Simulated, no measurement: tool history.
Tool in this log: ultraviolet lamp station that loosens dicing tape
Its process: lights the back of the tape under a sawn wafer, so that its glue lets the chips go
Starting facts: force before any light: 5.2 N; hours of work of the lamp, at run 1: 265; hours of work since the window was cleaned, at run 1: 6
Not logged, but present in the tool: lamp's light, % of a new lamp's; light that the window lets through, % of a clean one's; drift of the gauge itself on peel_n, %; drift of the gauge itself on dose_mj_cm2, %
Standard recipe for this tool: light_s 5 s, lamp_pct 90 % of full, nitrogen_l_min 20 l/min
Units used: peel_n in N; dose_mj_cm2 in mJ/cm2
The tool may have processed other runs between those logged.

| run | hour | light_s | lamp_pct | nitrogen_l_min | hours of work of the lamp | hours of work since the window was cleaned | peel_n | dose_mj_cm2 |
|---|---|---|---|---|---|---|---|---|
| 1 | 0 | 5 | 90 | 20 | 265 | 6 | 0.372 | 502 |
| 2 | 17.1 | 5 | 90 | 16 | 278 | 19 | 0.406 | 500 |
| 3 | 25.4 | 5 | 90 | 8 | 284 | 25 | 0.562 | 498 |
| 4 | 35.6 | 5 | 90 | 8 | 292 | 33 | 0.549 | 494 |
| 5 | 52.1 | 5 | 90 | 20 | 304 | 45 | 0.361 | 501 |
| 6 | 66.6 | 5 | 90 | 20 | 315 | 56 | 0.342 | 499 |
| 7 | 74.8 | 5 | 98 | 20 | 321 | 62 | 0.319 | 546 |

What will run 8 give?
| 8 | 83.2 | 5 | 90 | 20 | 327 | 69 | ? | ? |

{"run 8": {"peel_n": 0.369, "dose_mj_cm2": 500}}
Without the tool's hidden state the same run would have given peel_n 0.368 N, dose_mj_cm2 501 mJ/cm2.
